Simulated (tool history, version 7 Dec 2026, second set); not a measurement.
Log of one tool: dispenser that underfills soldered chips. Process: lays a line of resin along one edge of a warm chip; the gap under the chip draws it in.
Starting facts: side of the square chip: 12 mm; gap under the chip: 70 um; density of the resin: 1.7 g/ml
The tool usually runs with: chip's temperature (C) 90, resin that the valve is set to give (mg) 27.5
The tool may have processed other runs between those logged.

run,hour,chip's temperature (C),resin that the valve is set to give (mg),time until the resin shows at the far edge (s),resin that the valve gave (mg)
1,0,90,27.5,180.1,26.79
# hour 9.3: new syringe of resin
# hour 10.3: dispensing valve cleaned and set on the balance
2,13.3,90,27.5,136.9,27.43
3,18.7,90,27.5,180,27.35
# hour 27.6: new syringe of resin
4,31,90,35.1,140.3,34.97
5,38.7,90,25.5,216.1,25.34
# hour 44.2: new syringe of resin
6,44.2,90,27.5,117.1,27.34
7,53.8,90,27.5,194.8,27.17
8,59.2,80,27.5,383.1,27.2
# hour 61: new syringe of resin
9,71.4,80,27.5,306.2,27.1
# hour 77.7: new syringe of resin
10,83.4,80,27.5,238.1,26.9
# hour 91.4: dispensing valve cleaned and set on the balance
# hour 95.6: new syringe of resin
11,95.6,80,27.5,169.4,27.39
12,104.9,80,27.5,280.6,27.3
# hour 112.5: new syringe of resin
13,117.6,80,24.3,228,24.11
14,125.3,80,24.3,344.1,23.88
# hour 129.3: new syringe of resin
15,135.8,80,24.3,246.2,23.93
16,143.5,80,24.3,374,23.98
# hour 146.6: new syringe of resin
17,154.2,89,27.5,179.4,26.94
18,160.4,100,27.5,164.9,26.82
# hour 163.7: new syringe of resin
19,169.7,90,29.1,157.9,28.35
# hour 172.1: dispensing valve cleaned and set on the balance
20,180.8,97,33.9,195.5,33.79
# hour 182: new syringe of resin
21,192.9,88,35.3,217.6,35.01
# hour 198.6: new syringe of resin
22,203.3,88,35.3,155.9,34.96
23,214.2,97,23.4,205.4,23.08
# hour 215.5: new syringe of resin
24,226.7,80,23.6,312.7,23.21
# hour 232.6: new syringe of resin
25,236.9,85,24.4,174.5,23.97
26,244.2,85,24.4,258.3,23.87
# hour 249.2: new syringe of resin
# hour 253.1: dispensing valve cleaned and set on the balance
27,253.8,77,32.4,228.4,32.4
28,259.9,77,32.4,306.4,32.25
29,265.5,90,35.5,250.2,35.4
# hour 267: new syringe of resin
30,275.5,81,25.2,257.7,25
# hour 283.6: new syringe of resin
31,285.1,89,28.5,126,28.28
32,296.4,105,24.5,132.4,24.09
# hour 301.1: new syringe of resin
33,308.6,100,30.1,113.7,29.54
34,313.9,92,34.9,197.4,34.17
# hour 318.1: new syringe of resin
35,319.7,104,28.8,72.4,28.22
36,331,92,24.6,210.3,24.02

3 ways to go on from here, each from the tool as it stands after run 36. What would each give?
# hour 333.7: dispensing valve cleaned and set on the balance
# hour 336.3: new syringe of resin
A,339.4,94,24.5,?,?
# hour 333.7: dispensing valve cleaned and set on the balance
# hour 336.3: new syringe of resin
B,339.4,80,31.7,?,?
# hour 333.7: dispensing valve cleaned and set on the balance
# hour 336.3: new syringe of resin
C,339.4,100,27.5,?,?

run,time until the resin shows at the far edge (s),resin that the valve gave (mg)
A,113.9,24.44
B,185.9,31.61
C,89,27.41
Without the tool's unlogged condition, the same runs would have read:
run,time until the resin shows at the far edge (s),resin that the valve gave (mg)
A,104.9,24.52
B,172.3,31.72
C,81.9,27.5

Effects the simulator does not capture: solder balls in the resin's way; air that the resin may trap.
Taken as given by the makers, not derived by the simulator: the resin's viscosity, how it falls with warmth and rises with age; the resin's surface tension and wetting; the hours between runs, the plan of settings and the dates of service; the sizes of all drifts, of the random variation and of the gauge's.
